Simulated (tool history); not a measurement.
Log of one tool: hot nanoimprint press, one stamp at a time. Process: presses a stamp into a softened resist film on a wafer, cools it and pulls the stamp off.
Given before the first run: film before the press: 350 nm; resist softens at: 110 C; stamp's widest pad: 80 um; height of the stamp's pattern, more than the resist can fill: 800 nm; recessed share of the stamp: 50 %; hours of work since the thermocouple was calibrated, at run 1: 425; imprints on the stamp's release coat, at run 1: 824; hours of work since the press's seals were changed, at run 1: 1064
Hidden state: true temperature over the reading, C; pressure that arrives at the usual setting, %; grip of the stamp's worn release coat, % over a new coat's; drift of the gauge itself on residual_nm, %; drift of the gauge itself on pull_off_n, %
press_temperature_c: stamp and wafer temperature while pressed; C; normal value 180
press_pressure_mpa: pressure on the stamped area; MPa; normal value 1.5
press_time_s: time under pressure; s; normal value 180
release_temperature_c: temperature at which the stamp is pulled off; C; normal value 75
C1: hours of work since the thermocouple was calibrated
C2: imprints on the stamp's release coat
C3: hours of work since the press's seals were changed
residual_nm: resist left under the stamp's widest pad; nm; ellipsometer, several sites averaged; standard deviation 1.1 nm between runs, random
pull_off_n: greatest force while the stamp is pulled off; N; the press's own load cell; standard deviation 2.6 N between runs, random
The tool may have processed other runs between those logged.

run 1 hour=0 | press_temperature_c=180 press_pressure_mpa=1.5 press_time_s=180 release_temperature_c=75 | C1=425 C2=824 C3=1064 | residual_nm=175.7 pull_off_n=131
-- hour=25.6 plate thermocouple calibrated
run 2 hour=44 | press_temperature_c=180 press_pressure_mpa=2.21 press_time_s=180 release_temperature_c=75 | C1=10 C2=972 C3=1087 | residual_nm=138.9 pull_off_n=134
run 3 hour=80.3 | press_temperature_c=180 press_pressure_mpa=2.21 press_time_s=180 release_temperature_c=75 | C1=30 C2=1103 C3=1107 | residual_nm=139.6 pull_off_n=135
run 4 hour=120.6 | press_temperature_c=180 press_pressure_mpa=1.5 press_time_s=180 release_temperature_c=75 | C1=53 C2=1248 C3=1129 | residual_nm=163.1 pull_off_n=136
-- hour=161.8 press's hydraulic seals changed and the load cell set to zero
run 5 hour=176.1 | press_temperature_c=180 press_pressure_mpa=1.5 press_time_s=180 release_temperature_c=75 | C1=79 C2=1419 C3=8 | residual_nm=160.3 pull_off_n=139
run 6 hour=197.5 | press_temperature_c=180 press_pressure_mpa=1.5 press_time_s=180 release_temperature_c=75 | C1=91 C2=1496 C3=20 | residual_nm=161.8 pull_off_n=141
run 7 hour=239.1 | press_temperature_c=180 press_pressure_mpa=1.5 press_time_s=180 release_temperature_c=83 | C1=114 C2=1646 C3=43 | residual_nm=164.7 pull_off_n=130
run 8 hour=272 | press_temperature_c=180 press_pressure_mpa=1.5 press_time_s=180 release_temperature_c=75 | C1=133 C2=1765 C3=61 | residual_nm=162.9 pull_off_n=148
-- hour=300 stamp cleaned and given a new release coat
run 9 hour=314.6 | press_temperature_c=180 press_pressure_mpa=1.5 press_time_s=180 release_temperature_c=75 | C1=153 C2=53 C3=82 | residual_nm=163.6 pull_off_n=116
run 10 hour=361.7 | press_temperature_c=180 press_pressure_mpa=1.5 press_time_s=180 release_temperature_c=75 | C1=179 C2=223 C3=108 | residual_nm=166.1 pull_off_n=121
run 11 hour=382.9 | press_temperature_c=180 press_pressure_mpa=1.5 press_time_s=180 release_temperature_c=75 | C1=191 C2=299 C3=120 | residual_nm=164.2 pull_off_n=124
run 12 hour=413 | press_temperature_c=180 press_pressure_mpa=1.5 press_time_s=180 release_temperature_c=75 | C1=208 C2=407 C3=136 | residual_nm=167.5 pull_off_n=124
run 13 hour=448.2 | press_temperature_c=180 press_pressure_mpa=1.5 press_time_s=180 release_temperature_c=75 | C1=227 C2=534 C3=156 | residual_nm=168 pull_off_n=126
run 14 hour=495 | press_temperature_c=180 press_pressure_mpa=1.5 press_time_s=180 release_temperature_c=75 | C1=253 C2=703 C3=182 | residual_nm=166.9 pull_off_n=133
run 15 hour=522.4 | press_temperature_c=180 press_pressure_mpa=1.5 press_time_s=180 release_temperature_c=75 | C1=269 C2=801 C3=197 | residual_nm=167.4 pull_off_n=134
run 16 hour=542.7 | press_temperature_c=180 press_pressure_mpa=1 press_time_s=359 release_temperature_c=75 | C1=280 C2=875 C3=209 | residual_nm=151.9 pull_off_n=129
run 17 hour=574.1 | press_temperature_c=173 press_pressure_mpa=1.57 press_time_s=323 release_temperature_c=61 | C1=297 C2=988 C3=226 | residual_nm=194.3 pull_off_n=152
run 18 hour=599.9 | press_temperature_c=173 press_pressure_mpa=1.57 press_time_s=323 release_temperature_c=61 | C1=312 C2=1081 C3=240 | residual_nm=194.5 pull_off_n=155
run 19 hour=641.1 | press_temperature_c=173 press_pressure_mpa=1.32 press_time_s=111 release_temperature_c=61 | C1=335 C2=1229 C3=263 | residual_nm=272.6 pull_off_n=156
run 20 hour=673.2 | press_temperature_c=173 press_pressure_mpa=1.32 press_time_s=111 release_temperature_c=61 | C1=353 C2=1345 C3=281 | residual_nm=270.3 pull_off_n=159
run 21 hour=717.4 | press_temperature_c=180 press_pressure_mpa=1.77 press_time_s=101 release_temperature_c=75 | C1=377 C2=1504 C3=306 | residual_nm=201.7 pull_off_n=140
run 22 hour=743.2 | press_temperature_c=180 press_pressure_mpa=1.5 press_time_s=151 release_temperature_c=75 | C1=392 C2=1597 C3=320 | residual_nm=188.9 pull_off_n=148
run 23 hour=793.3 | press_temperature_c=180 press_pressure_mpa=1.51 press_time_s=151 release_temperature_c=73 | C1=419 C2=1778 C3=348 | residual_nm=187.7 pull_off_n=150
-- hour=819.3 stamp cleaned and given a new release coat
run 24 hour=824.7 | press_temperature_c=172 press_pressure_mpa=1.5 press_time_s=341 release_temperature_c=80 | C1=434 C2=19 C3=362 | residual_nm=208.1 pull_off_n=120
-- hour=834.9 plate thermocouple calibrated
run 25 hour=877.6 | press_temperature_c=191 press_pressure_mpa=2.22 press_time_s=221 release_temperature_c=74 | C1=24 C2=199 C3=390 | residual_nm=66.1 pull_off_n=120
run 26 hour=900.6 | press_temperature_c=177 press_pressure_mpa=1.5 press_time_s=181 release_temperature_c=73 | C1=37 C2=282 C3=403 | residual_nm=185 pull_off_n=120
run 27 hour=925.8 | press_temperature_c=177 press_pressure_mpa=1.5 press_time_s=181 release_temperature_c=73 | C1=51 C2=373 C3=417 | residual_nm=184.7 pull_off_n=123
run 28 hour=947.2 | press_temperature_c=177 press_pressure_mpa=1.5 press_time_s=181 release_temperature_c=73 | C1=62 C2=450 C3=429 | residual_nm=186.6 pull_off_n=124
run 29 hour=992.1 | press_temperature_c=174 press_pressure_mpa=1.5 press_time_s=263 release_temperature_c=78 | C1=87 C2=612 C3=454 | residual_nm=190.2 pull_off_n=123
run 30 hour=1039.6 | press_temperature_c=174 press_pressure_mpa=0.96 press_time_s=263 release_temperature_c=78 | C1=114 C2=783 C3=480 | residual_nm=219.1 pull_off_n=123

Hidden state at the last listed run before each entry between runs and at the first one after, where it differs:
After run 1, before run 2: plate thermocouple calibrated (hour 25.6)
  true temperature over the reading, C: -1.74 -> -0.23; pressure that arrives at the usual setting, %: 94.47 -> 94.35; grip of the stamp's worn release coat, % over a new coat's: 10.3 -> 12.2
  measured value less the no-hidden-state value, residual_nm: +18.5 -> +6.8 nm; pull_off_n: +14 -> +15 N
After run 4, before run 5: press's hydraulic seals changed and the load cell set to zero (hour 161.8)
  true temperature over the reading, C: -0.43 -> -0.55; pressure that arrives at the usual setting, %: 94.14 -> 99.74; grip of the stamp's worn release coat, % over a new coat's: 15.8 -> 18
  measured value less the no-hidden-state value, residual_nm: +7.5 -> +4.6 nm; pull_off_n: +19 -> +22 N
After run 8, before run 9: stamp cleaned and given a new release coat (hour 300)
  true temperature over the reading, C: -0.8 -> -0.89; pressure that arrives at the usual setting, %: 99.49 -> 99.39; grip of the stamp's worn release coat, % over a new coat's: 22.6 -> 0.7
  measured value less the no-hidden-state value, residual_nm: +6.9 -> +7.8 nm; pull_off_n: +28 -> +2 N
After run 23, before run 24: stamp cleaned and given a new release coat (hour 819.3)
  true temperature over the reading, C: -2.09 -> -2.15; pressure that arrives at the usual setting, %: 98.09 -> 98.02; grip of the stamp's worn release coat, % over a new coat's: 22.8 -> 0.2
  measured value less the no-hidden-state value, residual_nm: +19.5 -> +22.7 nm; pull_off_n: +30 -> +3 N
After run 24, before run 25: plate thermocouple calibrated (hour 834.9)
  true temperature over the reading, C: -2.15 -> -0.01; pressure that arrives at the usual setting, %: 98.02 -> 97.89; grip of the stamp's worn release coat, % over a new coat's: 0.2 -> 2.5
  measured value less the no-hidden-state value, residual_nm: +22.7 -> +1.1 nm; pull_off_n: +3 -> +3 N
